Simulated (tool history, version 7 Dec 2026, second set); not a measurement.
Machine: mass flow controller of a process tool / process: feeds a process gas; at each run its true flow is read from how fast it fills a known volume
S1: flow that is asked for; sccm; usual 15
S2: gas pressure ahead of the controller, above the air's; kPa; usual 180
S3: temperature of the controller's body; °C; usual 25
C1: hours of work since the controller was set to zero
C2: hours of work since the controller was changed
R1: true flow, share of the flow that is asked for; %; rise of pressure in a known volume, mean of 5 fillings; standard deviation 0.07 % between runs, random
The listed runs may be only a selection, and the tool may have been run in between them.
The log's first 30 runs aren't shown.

run,hour,S1,S2,S3,C1,C2,R1
31,1788.3,18,163,32,2028,2028,99.93
32,1874.1,27,163,32,2092,2092,100.13
33,1934.4,10,210,34,2138,2138,99.69
34,2009.2,19,180,23,2194,2194,98.95
35,2084.7,19,160,26,2251,2251,99.36
36,2148.4,16,151,25,2298,2298,99.32
37,2201.0,7,180,28,2338,2338,99.00
38,2267.0,5,189,28,2388,2388,99.01
39,2330.0,5,189,28,2435,2435,99.23
40,2384.9,5,189,28,2476,2476,99.01
41,2459.5,15,222,33,2532,2532,99.69
42,2538.4,15,246,28,2591,2591,99.04
43,2601.6,14,199,25,2639,2639,98.96
44,2657.5,17,210,28,2681,2681,99.32
45,2721.1,22,158,33,2729,2729,100.24
46,2756.7,8,158,33,2755,2755,99.79
47,2821.1,12,221,33,2804,2804,99.47

Here are 3 independent what-if runs from the current tool condition. What would each one return?
A,2876.4,8,211,33,2845,2845,?
B,2876.4,12,221,26,2845,2845,?
C,2876.4,5,219,30,2845,2845,?

run,R1
A,99.53
B,98.90
C,99.06
With the hidden condition removed and each run's random variation left untouched, the same runs would have given:
run,R1
A,99.52
B,98.91
C,99.04

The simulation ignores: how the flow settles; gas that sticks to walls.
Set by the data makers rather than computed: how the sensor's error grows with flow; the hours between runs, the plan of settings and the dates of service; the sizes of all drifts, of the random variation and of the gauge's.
